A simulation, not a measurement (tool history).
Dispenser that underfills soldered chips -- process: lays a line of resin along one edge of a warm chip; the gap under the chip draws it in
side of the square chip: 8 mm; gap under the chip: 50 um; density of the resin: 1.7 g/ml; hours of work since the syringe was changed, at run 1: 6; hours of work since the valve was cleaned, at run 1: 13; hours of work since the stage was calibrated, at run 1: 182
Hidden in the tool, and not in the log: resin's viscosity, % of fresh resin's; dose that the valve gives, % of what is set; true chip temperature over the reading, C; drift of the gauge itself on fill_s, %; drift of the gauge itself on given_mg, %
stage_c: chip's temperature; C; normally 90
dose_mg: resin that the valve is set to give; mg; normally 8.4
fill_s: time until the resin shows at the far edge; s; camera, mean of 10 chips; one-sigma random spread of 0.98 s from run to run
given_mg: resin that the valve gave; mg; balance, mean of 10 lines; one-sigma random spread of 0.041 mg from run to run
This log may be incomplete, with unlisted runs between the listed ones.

run,day,stage_c,dose_mg,hours of work since the syringe was changed,hours of work since the valve was cleaned,hours of work since the stage was calibrated,fill_s,given_mg
1,0,90,8.4,6,13,182,145.1,8.27
# day 0.104: new syringe of resin
2,0.462,90,8.19,6,20,189,137.9,8.09
# day 0.575: new syringe of resin
3,0.921,90,8.4,5,27,196,137,8.21
# day 1.054: new syringe of resin
4,1.25,90,8.75,3,32,201,113.3,8.44
# day 1.538: new syringe of resin
5,1.542,90,8.4,0,36,205,90.7,8.14
6,1.888,90,8.4,5,42,211,139.1,8.09
# day 2.004: new syringe of resin
7,2.304,90,8.4,5,48,217,131.1,8.06
# day 2.412: dispensing valve cleaned and set on the balance
# day 2.546: new syringe of resin
8,2.771,90,8.4,4,5,223,117.5,8.35
9,2.967,90,8.4,7,8,226,150.3,8.27
# day 3.021: new syringe of resin
10,3.379,83,8.4,6,15,233,184.5,8.34
# day 3.504: new syringe of resin
11,3.875,83,9.42,6,22,240,190.9,9.22
# day 3.996: new syringe of resin
12,4.162,83,9.42,3,27,244,145.6,9.11
# day 4.462: new syringe of resin
13,4.475,90,8.4,0,31,249,90.8,8.18
14,4.688,90,8.4,3,35,252,120.5,8.16
15,4.892,79,8.4,7,38,256,248.5,8.14
# day 4.938: new syringe of resin
16,5.308,79,8.4,6,44,262,237.1,8.08
# day 5.412: new syringe of resin
17,5.588,79,8.4,3,48,266,178.5,8.02
# day 5.692: dispensing valve cleaned and set on the balance
# day 5.942: new syringe of resin
18,6.117,76,8.4,3,6,274,207.1,8.34
19,6.362,76,8.4,7,10,277,281.5,8.27
# day 6.429: new syringe of resin
20,6.85,96,7.73,7,18,285,119.4,7.61
# day 6.908: new syringe of resin
21,7.112,104,7.33,3,22,289,64.9,7.03
# day 7.392: new syringe of resin
22,7.429,98,9.68,1,26,293,63.4,9.46
# day 7.871: new syringe of resin
23,7.921,99,7.74,1,34,301,65.7,7.5
24,8.146,78,8.95,4,37,304,212,8.62
# day 8.367: new syringe of resin
25,8.633,92,10.63,4,45,312,108.4,10.16
# day 8.85: new syringe of resin
# day 8.938: dispensing valve cleaned and set on the balance
26,9.088,92,10.63,3,2,318,101.8,10.64
# day 9.371: new syringe of resin
27,9.475,92,10.63,2,8,324,86.5,10.62
28,9.788,92,10.63,7,13,329,128.2,10.38
# day 9.871: new syringe of resin
29,10.188,103,7.9,5,19,335,75.6,7.73
# day 10.375: new syringe of resin
30,10.425,86,8.4,1,23,338,110,8.19
31,10.742,86,8.4,6,28,343,164.1,8.23
# day 10.85: new syringe of resin
32,11.162,86,10.35,5,34,350,153.5,9.98
# day 11.321: new syringe of resin
33,11.617,90,9.28,5,41,357,125.7,8.92
# day 11.808: new syringe of resin
34,12.071,99,8.4,4,48,364,81.4,8.03
# day 12.204: dispensing valve cleaned and set on the balance
# day 12.358: new syringe of resin
35,12.458,99,8.4,2,4,369,65.3,8.39

Below are 3 alternative next runs, each starting from the tool's condition after run 35. Predict each:
# day 12.846: new syringe of resin
A,12.925,90,8.41,1,11,376,?,?
# day 12.846: new syringe of resin
B,12.925,90,9.87,1,11,376,?,?
# day 12.846: new syringe of resin
C,12.925,99,8.53,1,11,376,?,?

run,fill_s,given_mg
A,96.4,8.38
B,94,9.84
C,65.2,8.49
Take away the tool's hidden state, keep each run's random variation, and the runs would have read:
run,fill_s,given_mg
A,94.6,8.43
B,92.2,9.9
C,63.7,8.55

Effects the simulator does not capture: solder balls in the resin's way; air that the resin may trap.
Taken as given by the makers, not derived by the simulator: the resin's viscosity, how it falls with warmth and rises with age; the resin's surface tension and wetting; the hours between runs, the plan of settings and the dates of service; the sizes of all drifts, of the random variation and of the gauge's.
